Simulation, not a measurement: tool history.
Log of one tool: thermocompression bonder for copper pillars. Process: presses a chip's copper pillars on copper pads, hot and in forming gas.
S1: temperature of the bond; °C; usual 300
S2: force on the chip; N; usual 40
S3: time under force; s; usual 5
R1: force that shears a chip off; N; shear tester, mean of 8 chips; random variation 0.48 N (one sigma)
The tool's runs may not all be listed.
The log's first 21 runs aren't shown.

Run 22, hour 344.8: usual settings but S1 324 °C, S2 41 N. Result: R1 88.3 N.
Run 23, hour 358: usual settings but S1 324 °C, S2 41 N. Result: R1 87.2 N.
Run 24, hour 372.5: usual settings but S1 324 °C, S2 41 N. Result: R1 86.6 N.
Run 25, hour 393.1: usual settings but S1 324 °C, S2 29 N. Result: R1 72.8 N.
Run 26, hour 405.2: usual settings but S1 324 °C, S2 29 N. Result: R1 72.7 N.
At hour 417.7: forming gas filter changed.
Run 27, hour 424.5: usual settings but S1 277 °C, S2 29 N. Result: R1 49.3 N.
Run 28, hour 435.2: usual settings but S2 50 N, S3 13 s. Result: R1 106.9 N.
Run 29, hour 451.5: usual settings but S1 322 °C, S2 46 N, S3 6 s. Result: R1 102 N.
Run 30, hour 468.9: usual settings but S1 322 °C, S2 46 N, S3 6 s. Result: R1 101 N.
Run 31, hour 477.9: usual settings but S1 270 °C, S2 58 N, S3 10 s. Result: R1 88.8 N.
Run 32, hour 493.5: usual settings but S2 38 N, S3 7 s. Result: R1 82.7 N.
Run 33, hour 503.3: usual settings but S2 39 N. Result: R1 77 N.
Run 34, hour 525.3: usual settings but S1 274 °C, S2 29 N, S3 3 s. Result: R1 37.2 N.
Run 35, hour 543.2: usual settings but S1 273 °C, S3 8 s. Result: R1 67.3 N.
Run 36, hour 562.5: usual settings but S1 325 °C, S2 34 N. Result: R1 83.6 N.
Run 37, hour 584.8: usual settings but S2 34 N, S3 6 s. Result: R1 70.4 N.
Run 38, hour 594.9: usual settings but S2 34 N, S3 6 s. Result: R1 70.9 N.
Run 39, hour 613: usual settings but S1 304 °C, S2 59 N, S3 7 s. Result: R1 96.7 N.
Run 40, hour 634.7: usual settings but S1 304 °C, S2 35 N, S3 4 s. Result: R1 66.1 N.

Forecast each of these 4 alternatives for the next run:
Run A, hour 656.4: usual settings but S3 9 s. Result: R1 ?.
Run B, hour 656.4: usual settings but S1 313 °C, S2 35 N, S3 3 s. Result: R1 ?.
Run C, hour 656.4: usual settings but S1 304 °C, S2 35 N, S3 4 s. Result: R1 ?.
Run D, hour 656.4: usual settings but S1 304 °C, S2 27 N, S3 4 s. Result: R1 ?.

run    R1
  A  84.1
  B  64.7
  C  65.7
  D  53.8
Without the tool's hidden state the same runs would have given:
run    R1
  A  88.2
  B  66.4
  C  67.3
  D  54.5
